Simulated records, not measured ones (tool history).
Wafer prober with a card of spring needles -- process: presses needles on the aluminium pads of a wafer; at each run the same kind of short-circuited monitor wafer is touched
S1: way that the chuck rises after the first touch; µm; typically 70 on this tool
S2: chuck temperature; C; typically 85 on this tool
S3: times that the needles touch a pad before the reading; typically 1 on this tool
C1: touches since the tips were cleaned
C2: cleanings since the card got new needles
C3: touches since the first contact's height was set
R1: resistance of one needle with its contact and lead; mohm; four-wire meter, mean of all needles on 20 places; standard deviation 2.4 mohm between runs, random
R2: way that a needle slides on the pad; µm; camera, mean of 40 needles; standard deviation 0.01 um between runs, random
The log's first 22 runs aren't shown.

run   hour  S1  S2  S3    C1  C2     C3   R1     R2
     224.1  -- tips cleaned on abrasive film
 23  228.5  54  69   2  1066  25  83224  346   7.09
 24  235.7  70  29   1  2762  25  84920  405   9.22
 25  246.1  69  29   1  5255  25  87413  475    9.1
     251.2  -- tips cleaned on abrasive film
 26  258.5  87  29   2  1760  26  90350  295  11.51
 27  267.2  81  61   2  3819  26  92409  342  10.72
     278.6  -- tips cleaned on abrasive film
 28  281.4  84  70   2   670  27  95785  289   11.1
     292.5  -- height of the first contact set anew
 29  295.4  55  44   2  3935  27    689  434   7.41
       306  -- tips cleaned on abrasive film
 30  307.3  70  74   2   304  28   3491  294   9.38
 31  315.3  70  74   2  2220  28   5407  342    9.4
 32    329  70  74   2  5483  28   8670  389    9.4
     333.2  -- tips cleaned on abrasive film
 33  336.6  63  85   1   798  29  10442  346   8.44
 34  343.1  63  85   2  2357  29  12001  365   8.44

Each row is a separate what-if for the run after 34, all from the same tool condition, not one after another. Results?
  A  357.2  74  85   1  5715  29  15359   ?   ?
  B  357.2  70  65   1  5715  29  15359   ?   ?
  C  357.2  90  85   1  5715  29  15359   ?   ?
  D  357.2  63  85   3  5715  29  15359   ?   ?
  E  357.2  70  85   2  5715  29  15359   ?   ?

run   R1     R2
  A  454   9.93
  B  473   9.38
  C  397  12.06
  D  354   8.42
  E  390    9.4
What these runs would have given with no unlogged condition in the tool:
run   R1    R2
  A  268  9.97
  B  262  9.42
  C  266  12.1
  D  265  8.45
  E  267  9.43
